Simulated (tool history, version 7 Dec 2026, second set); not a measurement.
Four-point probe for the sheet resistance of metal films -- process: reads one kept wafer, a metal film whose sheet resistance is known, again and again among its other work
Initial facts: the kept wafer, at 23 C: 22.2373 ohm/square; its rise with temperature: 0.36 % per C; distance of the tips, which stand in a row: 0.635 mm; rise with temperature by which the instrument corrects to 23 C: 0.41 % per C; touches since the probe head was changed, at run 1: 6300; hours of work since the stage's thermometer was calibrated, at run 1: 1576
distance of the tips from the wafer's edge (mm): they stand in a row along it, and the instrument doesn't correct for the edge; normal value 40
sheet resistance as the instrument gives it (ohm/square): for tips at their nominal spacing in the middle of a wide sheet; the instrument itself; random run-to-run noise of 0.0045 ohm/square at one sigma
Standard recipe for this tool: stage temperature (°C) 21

run	hour	stage temperature (°C)	distance of the tips from the wafer's edge (mm)	touches since the probe head was changed	hours of work since the stage's thermometer was calibrated	sheet resistance as the instrument gives it (ohm/square)
1	0.0	21	40	6300	1576	22.243512
2	9.8	21	40	6545	1581	22.242822
3	20.8	21	40	6822	1587	22.245625
4	32.9	21	40	7125	1594	22.249552
5	40.4	21	40	7311	1598	22.252174
6	48.1	21	40	7505	1602	22.256470
7	60.0	21	40	7803	1609	22.250030
8	71.8	21	11	8099	1615	22.286025
9	87.8	21	11	8500	1624	22.287375
10	94.8	21	40	8676	1628	22.248780
11	111.4	21	40	9091	1637	22.244263
12	125.1	24	40	9435	1644	22.219397
13	132.6	24	40	9623	1648	22.199549
14	142.2	23	40	9864	1654	22.233507
15	157.7	23	40	10253	1662	22.230335
16	165.6	23	40	10452	1667	22.225747
17	173.7	21	3	10653	1671	22.778672
18	184.6	21	40	10926	1677	22.262994
19	199.3	21	40	11295	1685	22.257940
20	209.9	21	40	11561	1691	22.255309
21	218.3	21	40	11771	1696	22.258717
22	233.7	20	11	12157	1704	22.299140
23	242.8	21	40	12386	1709	22.256553
24	254.5	31	6	12679	1716	22.273870
25	265.9	28	5	12965	1722	22.372187
26	277.8	32	5	13264	1728	22.308476
27	291.9	32	5	13617	1736	22.310564
28	302.9	21	39	13893	1742	22.258637
29	310.7	22	24	14087	1746	22.256451
30	320.0	21	19	14321	1752	22.271940
31	334.1	31	24	14674	1759	22.147238
32	348.9	23	74	15046	1768	22.241477
33	364.5	19	24	15437	1776	22.294482
34	373.9	19	24	15672	1781	22.297446
35	383.9	19	24	15924	1787	22.295041
36	398.9	19	50	16299	1795	22.290968
37	415.1	19	68	16705	1804	22.282102
38	430.6	19	68	17094	1812	22.290734
39	440.3	22	24	17337	1818	22.259478
40	449.4	22	24	17564	1823	22.257980
41	465.5	22	7	17968	1832	22.347906
42	475.6	22	7	18220	1837	22.355304

How would selected steps in sheet resistance as the instrument gives it (ohm/square) from run to run divide? Give the signed amount a tool lacking its hidden state would still show from settings, what came in and random variation, and the signed amount left for the hidden state, including any gauge scatter that is not in both of the compared results.
The tool's hidden condition here consists of: inner tips' distance over the nominal, %; tips' flats over new ones', %; wafer's true temperature over the reading, C; drift of the gauge itself on sheet_ohm, %.
Run 16 -> 17: stage temperature (°C) 23 -> 21, distance of the tips from the wafer's edge (mm) 40 -> 3. sheet resistance as the instrument gives it (ohm/square) +0.552925: hidden state +0.000311, all else +0.552614.
Run 17 -> 18: distance of the tips from the wafer's edge (mm) 3 -> 40. sheet resistance as the instrument gives it (ohm/square) -0.515678: hidden state +0.000652, all else -0.516330.
Run 27 -> 28: stage temperature (°C) 32 -> 21, distance of the tips from the wafer's edge (mm) 5 -> 39. sheet resistance as the instrument gives it (ohm/square) -0.051927: hidden state +0.001301, all else -0.053228.
Run 30 -> 31: stage temperature (°C) 21 -> 31, distance of the tips from the wafer's edge (mm) 19 -> 24. sheet resistance as the instrument gives it (ohm/square) -0.124702: hidden state -0.000177, all else -0.124525.
Run 31 -> 32: stage temperature (°C) 31 -> 23, distance of the tips from the wafer's edge (mm) 24 -> 74. sheet resistance as the instrument gives it (ohm/square) +0.094239: hidden state +0.001248, all else +0.092991.
Run 32 -> 33: stage temperature (°C) 23 -> 19, distance of the tips from the wafer's edge (mm) 74 -> 24. sheet resistance as the instrument gives it (ohm/square) +0.053005: hidden state +0.000979, all else +0.052026.
